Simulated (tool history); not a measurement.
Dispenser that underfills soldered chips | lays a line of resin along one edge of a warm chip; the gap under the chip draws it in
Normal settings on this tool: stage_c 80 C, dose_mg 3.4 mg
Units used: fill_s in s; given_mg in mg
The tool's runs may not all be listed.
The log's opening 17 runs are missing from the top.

run	hour	stage_c	dose_mg	hours of work since the syringe was changed	hours of work since the valve was cleaned	hours of work since the stage was calibrated	fill_s	given_mg
# hour 174.9: new syringe of resin
18	177	80	2.94	2	26	217	22.1	2.9
# hour 184.6: new syringe of resin
19	186	80	2.94	1	33	224	20.9	2.87
# hour 194.1: new syringe of resin
20	196.7	72	3.61	2	41	233	30.7	3.5
# hour 204.3: new syringe of resin
21	208.2	72	3.61	3	50	242	33.8	3.47
# hour 213.9: new syringe of resin
22	218.9	89	4.29	4	58	250	17.2	4.13
# hour 223.4: new syringe of resin
23	227.5	85	3.95	3	65	257	18.4	3.81
# hour 232.7: new syringe of resin
24	237.4	85	3.75	4	73	264	18.6	3.59
# hour 242.9: new syringe of resin
25	244.6	93	4.37	1	78	270	11.5	4.16
# hour 249.5: dispensing valve cleaned and set on the balance
# hour 253.4: new syringe of resin
26	256.9	83	4.04	3	6	279	19.9	4.03
# hour 262.9: new syringe of resin
27	271.7	79	3.48	7	17	290	34.3	3.47
# hour 272.8: new syringe of resin
28	278.7	79	3.48	5	23	295	27.3	3.44
# hour 282.2: new syringe of resin
# hour 292.9: new syringe of resin
29	294.3	69	3.45	1	35	307	34.1	3.39
# hour 303.2: new syringe of resin
30	309	84	3.45	5	46	319	22.7	3.35
# hour 313.5: new syringe of resin
# hour 323.3: new syringe of resin
31	324	76	4.27	1	58	331	22.9	4.13
32	331.2	67	3.6	6	63	336	55.7	3.48
# hour 332.8: new syringe of resin
# hour 342.3: new syringe of resin
33	345.3	67	3.6	2	74	347	41.2	3.44

Predict each of these 4 candidate next runs independently; none follows another, all start after run 33:
# hour 351.7: new syringe of resin
# hour 355.8: dispensing valve cleaned and set on the balance
A	357.6	84	4.33	4	1	356	?	?
# hour 351.7: new syringe of resin
# hour 355.8: dispensing valve cleaned and set on the balance
B	357.6	67	4.22	4	1	356	?	?
# hour 351.7: new syringe of resin
# hour 355.8: dispensing valve cleaned and set on the balance
C	357.6	95	3.8	4	1	356	?	?
# hour 351.7: new syringe of resin
# hour 355.8: dispensing valve cleaned and set on the balance
D	357.6	73	3.24	4	1	356	?	?

run	fill_s	given_mg
A	20.9	4.28
B	45.5	4.18
C	13.8	3.8
D	35.6	3.24
Without the tool's hidden state the same runs would have given:
run	fill_s	given_mg
A	14.6	4.3
B	31.4	4.2
C	9.8	3.81
D	24.8	3.25

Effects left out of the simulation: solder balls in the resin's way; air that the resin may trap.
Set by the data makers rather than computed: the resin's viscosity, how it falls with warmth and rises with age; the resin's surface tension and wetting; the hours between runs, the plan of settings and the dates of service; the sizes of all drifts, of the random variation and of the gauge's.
